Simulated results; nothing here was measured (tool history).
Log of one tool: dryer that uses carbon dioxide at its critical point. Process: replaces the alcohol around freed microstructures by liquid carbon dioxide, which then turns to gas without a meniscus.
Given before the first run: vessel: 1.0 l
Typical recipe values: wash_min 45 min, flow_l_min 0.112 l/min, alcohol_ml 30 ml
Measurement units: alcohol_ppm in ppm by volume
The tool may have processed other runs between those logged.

run,hour,wash_min,flow_l_min,alcohol_ml,alcohol_ppm
1,0.0,45,0.112,30,513
2,17.4,45,0.112,30,517
3,30.1,45,0.112,30,540
4,49.6,45,0.132,30,331
5,63.5,45,0.132,30,345
6,89.7,45,0.132,30,347
7,106.2,45,0.073,30,2065
8,124.3,33,0.073,30,4248
9,147.2,33,0.073,30,4217
10,170.2,33,0.073,30,4288
11,188.7,33,0.073,30,4396
12,211.7,33,0.073,114,16214
13,224.7,45,0.157,30,277
14,242.0,45,0.157,30,300
15,265.2,45,0.157,30,311
16,285.6,35,0.112,30,1533
17,299.6,31,0.146,70,2100
18,318.4,52,0.146,68,380
19,338.1,59,0.111,54,545
20,356.2,59,0.111,54,563
21,369.5,59,0.111,54,555
# hour 381.2: inlet filter changed
22,392.0,29,0.119,109,4619
23,416.1,29,0.119,109,4805
24,437.2,53,0.092,23,489
25,452.1,60,0.092,109,964
26,474.6,59,0.093,25,407
27,493.6,45,0.164,30,293

Below are 5 alternative next runs, each starting from the tool's condition after run 27. Predict each:
A,516.2,32,0.070,88,?
B,516.2,31,0.157,36,?
C,516.2,71,0.156,24,?
D,516.2,45,0.164,44,?
E,516.2,28,0.157,90,?

run,alcohol_ppm
A,12115
B,706
C,262
D,308
E,1963
What these runs would have given with no unlogged condition in the tool:
run,alcohol_ppm
A,11032
B,383
C,7
D,45
E,1481

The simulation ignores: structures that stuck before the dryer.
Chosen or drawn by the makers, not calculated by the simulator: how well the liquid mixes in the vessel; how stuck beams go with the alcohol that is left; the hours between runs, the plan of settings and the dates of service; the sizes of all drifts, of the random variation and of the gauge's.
